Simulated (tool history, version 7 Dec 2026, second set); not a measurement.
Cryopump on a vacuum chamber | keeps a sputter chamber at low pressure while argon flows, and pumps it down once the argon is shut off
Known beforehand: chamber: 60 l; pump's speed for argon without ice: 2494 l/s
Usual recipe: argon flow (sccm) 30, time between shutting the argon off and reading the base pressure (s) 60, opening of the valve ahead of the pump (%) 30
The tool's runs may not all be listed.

run	hour	argon flow (sccm)	time between shutting the argon off and reading the base pressure (s)	opening of the valve ahead of the pump (%)	pressure while argon flows (Pa)	pressure after the wait (uPa)
1	0.0	30	60	30	0.0739	1.45
2	35.3	30	60	30	0.0726	1.45
3	59.2	30	60	30	0.0724	1.42
4	96.5	30	60	30	0.0725	1.48
5	116.8	30	60	30	0.0729	1.48
6	138.5	30	60	30	0.0730	1.51
7	162.7	43	34	26	0.1197	2.07
8	193.3	20	291	33	0.0447	1.05
9	215.2	21	282	30	0.0516	1.06
10	249.5	20	72	16	0.0881	1.51

Estimate the outcome of run 11 from the log above:
11	273.6	20	92	38	?	?

pressure while argon flows (Pa): 0.0396
pressure after the wait (uPa): 1.41
With the hidden condition absent and the run-to-run variation left alone, this run would have shown pressure while argon flows (Pa) 0.0355, pressure after the wait (uPa) 0.53.

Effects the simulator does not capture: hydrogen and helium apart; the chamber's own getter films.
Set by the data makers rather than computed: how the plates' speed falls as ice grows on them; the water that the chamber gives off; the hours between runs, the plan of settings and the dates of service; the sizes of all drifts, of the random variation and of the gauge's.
